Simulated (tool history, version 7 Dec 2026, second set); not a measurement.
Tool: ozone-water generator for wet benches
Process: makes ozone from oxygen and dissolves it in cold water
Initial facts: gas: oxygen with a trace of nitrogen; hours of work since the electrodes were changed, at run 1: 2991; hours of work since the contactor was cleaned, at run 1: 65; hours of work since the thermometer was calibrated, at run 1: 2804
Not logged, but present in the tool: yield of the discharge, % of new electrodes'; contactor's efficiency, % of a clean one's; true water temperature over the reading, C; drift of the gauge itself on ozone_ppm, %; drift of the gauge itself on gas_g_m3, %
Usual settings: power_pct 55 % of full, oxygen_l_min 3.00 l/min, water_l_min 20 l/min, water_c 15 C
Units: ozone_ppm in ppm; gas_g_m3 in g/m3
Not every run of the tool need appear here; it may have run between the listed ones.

run,hour,power_pct,oxygen_l_min,water_l_min,water_c,hours of work since the electrodes were changed,hours of work since the contactor was cleaned,hours of work since the thermometer was calibrated,ozone_ppm,gas_g_m3
1,0.0,55,3.00,20,15,2991,65,2804,8.7,138.9
2,136.2,55,3.00,20,15,3118,193,2932,8.7,138.6
3,291.2,55,1.80,20,15,3264,338,3077,7.4,174.6
4,424.2,55,1.80,20,15,3388,463,3202,7.4,172.6
5,546.2,55,1.80,20,15,3503,577,3316,7.4,172.8
6,714.3,55,3.17,20,15,3660,734,3473,8.6,134.3
7,887.1,55,3.17,20,15,3822,896,3635,8.6,132.8
8,987.7,55,3.17,20,15,3916,991,3729,8.5,131.3
9,1125.3,55,3.17,20,15,4045,1119,3858,8.5,131.1
10,1252.6,55,3.00,20,15,4165,1239,3978,8.3,134.8
11,1379.7,55,3.00,20,15,4284,1358,4097,8.4,135.2
12,1553.7,55,3.00,20,15,4447,1521,4260,8.4,133.7
13,1646.9,55,3.00,20,20,4534,1608,4347,7.7,133.6
# hour 1661.1: contactor cleaned
14,1789.3,55,3.00,20,20,4664,120,4477,7.7,132.3
15,1940.1,55,3.00,20,20,4805,261,4618,7.9,132.2
# hour 2016.1: water thermometer calibrated
16,2096.6,55,3.00,20,20,4951,408,75,7.8,130.5
17,2209.9,55,3.00,18,15,5057,514,182,8.7,131.6
18,2307.0,55,3.00,18,15,5148,605,273,8.8,130.9
19,2380.0,97,3.74,18,21,5217,673,341,13.0,182.9
20,2502.7,96,3.00,20,21,5332,788,456,11.4,198.9
# hour 2538.6: contactor cleaned, once more
21,2578.8,96,3.00,20,11,5399,38,524,12.8,198.0
22,2670.8,96,3.00,20,11,5485,124,610,12.7,197.3
23,2758.3,96,3.00,20,11,5567,206,692,12.7,199.1
24,2879.1,96,3.36,13,11,5681,319,805,19.5,186.0
25,2952.5,55,3.10,13,16,5749,388,874,12.0,127.3

Estimate the outcome of run 26 from the log above:
26,3022.9,80,2.42,13,16,5815,454,940,?,?

ozone_ppm: 15.0 ppm
gas_g_m3: 188.5 g/m3
On a tool with no hidden condition, and with the same random variation, this run would have come out at ozone_ppm 18.8 ppm, gas_g_m3 235.0 g/m3.
